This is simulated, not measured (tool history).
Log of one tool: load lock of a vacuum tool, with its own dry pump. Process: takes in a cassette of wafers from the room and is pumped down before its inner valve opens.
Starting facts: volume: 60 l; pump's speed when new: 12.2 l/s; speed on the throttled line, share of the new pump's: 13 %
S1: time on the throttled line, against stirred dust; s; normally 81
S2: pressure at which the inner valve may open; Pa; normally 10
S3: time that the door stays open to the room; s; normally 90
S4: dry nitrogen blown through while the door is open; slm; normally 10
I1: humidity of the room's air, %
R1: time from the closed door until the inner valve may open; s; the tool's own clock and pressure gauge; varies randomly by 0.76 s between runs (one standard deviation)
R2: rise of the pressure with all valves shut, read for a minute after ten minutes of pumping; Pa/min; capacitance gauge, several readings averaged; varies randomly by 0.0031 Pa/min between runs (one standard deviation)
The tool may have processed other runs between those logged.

{"run": 1, "hour": 0.0, "S1": 81, "S2": 10, "S3": 90, "S4": 10, "I1": 42.4, "R1": 124.6, "R2": 0.136}
{"run": 2, "hour": 142.6, "S1": 81, "S2": 10, "S3": 90, "S4": 10, "I1": 46.2, "R1": 125.5, "R2": 0.136}
{"run": 3, "hour": 331.4, "S1": 81, "S2": 10, "S3": 90, "S4": 10, "I1": 45.1, "R1": 123.9, "R2": 0.141}
{"run": 4, "hour": 525.0, "S1": 81, "S2": 10, "S3": 90, "S4": 10, "I1": 42.6, "R1": 123.7, "R2": 0.141}
{"run": 5, "hour": 640.4, "S1": 81, "S2": 10, "S3": 90, "S4": 12, "I1": 43.2, "R1": 125.9, "R2": 0.145}
{"run": 6, "hour": 789.9, "S1": 81, "S2": 10, "S3": 66, "S4": 12, "I1": 49.0, "R1": 124.3, "R2": 0.137}
{"run": 7, "hour": 1000.6, "S1": 81, "S2": 10, "S3": 66, "S4": 12, "I1": 48.9, "R1": 126.0, "R2": 0.135}
{"run": 8, "hour": 1232.5, "S1": 81, "S2": 10, "S3": 90, "S4": 10, "I1": 46.0, "R1": 124.9, "R2": 0.155}
{"run": 9, "hour": 1337.3, "S1": 81, "S2": 10, "S3": 90, "S4": 10, "I1": 46.0, "R1": 125.1, "R2": 0.155}
{"run": 10, "hour": 1480.2, "S1": 81, "S2": 10, "S3": 90, "S4": 10, "I1": 46.5, "R1": 125.4, "R2": 0.157}
{"run": 11, "hour": 1599.9, "S1": 81, "S2": 10, "S3": 90, "S4": 10, "I1": 42.6, "R1": 126.0, "R2": 0.158}
{"run": 12, "hour": 1819.6, "S1": 81, "S2": 10, "S3": 161, "S4": 10, "I1": 42.0, "R1": 125.9, "R2": 0.176}
{"run": 13, "hour": 2028.4, "S1": 81, "S2": 10, "S3": 204, "S4": 10, "I1": 44.6, "R1": 124.9, "R2": 0.212}
{"run": 14, "hour": 2157.6, "S1": 81, "S2": 10, "S3": 204, "S4": 10, "I1": 48.0, "R1": 126.7, "R2": 0.224}
{"run": 15, "hour": 2291.1, "S1": 81, "S2": 10, "S3": 204, "S4": 10, "I1": 45.0, "R1": 125.5, "R2": 0.216}
{"run": 16, "hour": 2515.2, "S1": 81, "S2": 10, "S3": 90, "S4": 10, "I1": 44.0, "R1": 127.6, "R2": 0.164}
{"run": 17, "hour": 2651.6, "S1": 81, "S2": 8, "S3": 90, "S4": 10, "I1": 45.5, "R1": 127.1, "R2": 0.174}
{"run": 18, "hour": 2817.7, "S1": 81, "S2": 8, "S3": 161, "S4": 10, "I1": 45.2, "R1": 129.0, "R2": 0.209}
{"run": 19, "hour": 3015.8, "S1": 81, "S2": 8, "S3": 161, "S4": 10, "I1": 47.3, "R1": 127.1, "R2": 0.214}
{"run": 20, "hour": 3223.1, "S1": 81, "S2": 8, "S3": 161, "S4": 10, "I1": 43.1, "R1": 127.8, "R2": 0.201}
{"run": 21, "hour": 3449.4, "S1": 81, "S2": 12, "S3": 33, "S4": 10, "I1": 46.2, "R1": 125.5, "R2": 0.145}
{"run": 22, "hour": 3607.3, "S1": 45, "S2": 10, "S3": 44, "S4": 10, "I1": 45.4, "R1": 98.1, "R2": 0.159}
{"run": 23, "hour": 3762.1, "S1": 140, "S2": 10, "S3": 44, "S4": 10, "I1": 48.8, "R1": 175.0, "R2": 0.166}
{"hour": 3785.4, "done": "dry pump taken out, an overhauled one fitted"}
{"run": 24, "hour": 3938.5, "S1": 140, "S2": 10, "S3": 44, "S4": 10, "I1": 45.2, "R1": 165.8, "R2": 0.166}
{"run": 25, "hour": 4147.0, "S1": 140, "S2": 10, "S3": 44, "S4": 10, "I1": 45.6, "R1": 169.4, "R2": 0.168}
{"run": 26, "hour": 4315.4, "S1": 81, "S2": 16, "S3": 90, "S4": 10, "I1": 44.9, "R1": 114.2, "R2": 0.194}
{"run": 27, "hour": 4491.3, "S1": 64, "S2": 10, "S3": 25, "S4": 10, "I1": 44.5, "R1": 101.7, "R2": 0.157}
{"run": 28, "hour": 4632.7, "S1": 47, "S2": 16, "S3": 31, "S4": 6, "I1": 45.3, "R1": 83.8, "R2": 0.174}
{"run": 29, "hour": 4733.4, "S1": 47, "S2": 16, "S3": 31, "S4": 6, "I1": 43.8, "R1": 84.5, "R2": 0.175}
{"run": 30, "hour": 4850.7, "S1": 93, "S2": 13, "S3": 30, "S4": 6, "I1": 42.9, "R1": 126.7, "R2": 0.18}
{"run": 31, "hour": 5049.7, "S1": 111, "S2": 8, "S3": 74, "S4": 4, "I1": 44.6, "R1": 142.5, "R2": 0.216}
{"run": 32, "hour": 5235.9, "S1": 111, "S2": 8, "S3": 74, "S4": 4, "I1": 42.3, "R1": 143.8, "R2": 0.212}
{"run": 33, "hour": 5393.5, "S1": 81, "S2": 10, "S3": 172, "S4": 10, "I1": 41.4, "R1": 116.9, "R2": 0.237}
{"run": 34, "hour": 5577.3, "S1": 146, "S2": 11, "S3": 59, "S4": 5, "I1": 47.2, "R1": 173.7, "R2": 0.215}
{"run": 35, "hour": 5781.9, "S1": 112, "S2": 10, "S3": 90, "S4": 5, "I1": 44.2, "R1": 143.4, "R2": 0.229}
{"run": 36, "hour": 5967.5, "S1": 81, "S2": 10, "S3": 27, "S4": 10, "I1": 44.4, "R1": 118.3, "R2": 0.184}

How would selected steps in R1 from run to run divide? Give the signed amount a tool lacking its hidden state would still show from settings, what came in and random variation, and the signed amount left for the hidden state, including any gauge scatter that is not in both of the compared results.
Hidden conditions of the tool in this case: pump's speed, % of a new pump's; leak at the door's seal, Pa l/s; drift of the gauge itself on ready_s, %; drift of the gauge itself on rise_pa_min, %.
Run 21 -> 22: S1 81 -> 45, S2 12 -> 10, S3 33 -> 44. R1 -27.4 s: hidden state +2.0, all else -29.4.
Run 22 -> 23: S1 45 -> 140. R1 +76.9 s: hidden state -3.6, all else +80.5.
Run 23 -> 24: dry pump taken out, an overhauled one fitted. R1 -9.2 s: hidden state -8.8, all else -0.4.
Run 25 -> 26: S1 140 -> 81, S2 10 -> 16, S3 44 -> 90. R1 -55.2 s: hidden state +0.1, all else -55.3.
Run 33 -> 34: S1 81 -> 146, S2 10 -> 11, S3 172 -> 59, S4 10 -> 5. R1 +56.8 s: hidden state -0.1, all else +56.9.
